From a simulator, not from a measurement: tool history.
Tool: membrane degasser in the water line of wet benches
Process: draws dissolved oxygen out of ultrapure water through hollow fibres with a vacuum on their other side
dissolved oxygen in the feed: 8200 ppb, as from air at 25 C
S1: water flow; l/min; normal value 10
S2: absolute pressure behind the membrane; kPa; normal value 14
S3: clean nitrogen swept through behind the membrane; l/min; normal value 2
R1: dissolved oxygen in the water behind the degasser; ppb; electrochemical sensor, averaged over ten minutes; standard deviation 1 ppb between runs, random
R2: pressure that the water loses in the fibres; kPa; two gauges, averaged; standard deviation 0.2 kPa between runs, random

run,hour,S1,S2,S3,R1,R2
1,0,10,14,2,141.5,44.18
2,184.3,10,14,2,142.1,44.52
3,311,10,14,2,141.1,44.3
4,415.9,10,14,2,142,44.63
5,595,15,14,2,216.5,66.26
6,676,15,14,2,217.2,66.93
7,829.6,15,14,2,216.2,67.5
8,918.9,7,14,2,98,31.21
9,1025.8,7,14,2,97.1,31.26
10,1207.1,7,14,2,97.1,31.21
11,1356.4,10,14,2,142,44.72
12,1441.8,10,14,2,141.6,45.05
13,1526.9,10,14,2.27,126.4,44.71
14,1689.9,10,14,2,140.3,45.12
# hour 1778.8: seals of the vacuum lines changed
15,1794.8,10,14,2,141.3,45.31
16,1952.8,16,10.6,2.59,140.4,72.11
17,2065.8,16,10.6,2.59,138.6,71.87
18,2243.6,7,30.4,1.84,253.1,31.46
# hour 2341.3: vacuum gauge calibrated
19,2381.4,7,15,5.88,39.6,31.75

What does the tool deliver on the next run?
20,2475.6,7,11.6,4.84,?,?

R1: 34.5 ppb
R2: 31.85 kPa
On a tool with no hidden condition, and with the same random variation, this run would have come out at R1 34.5 ppb, R2 31.28 kPa.
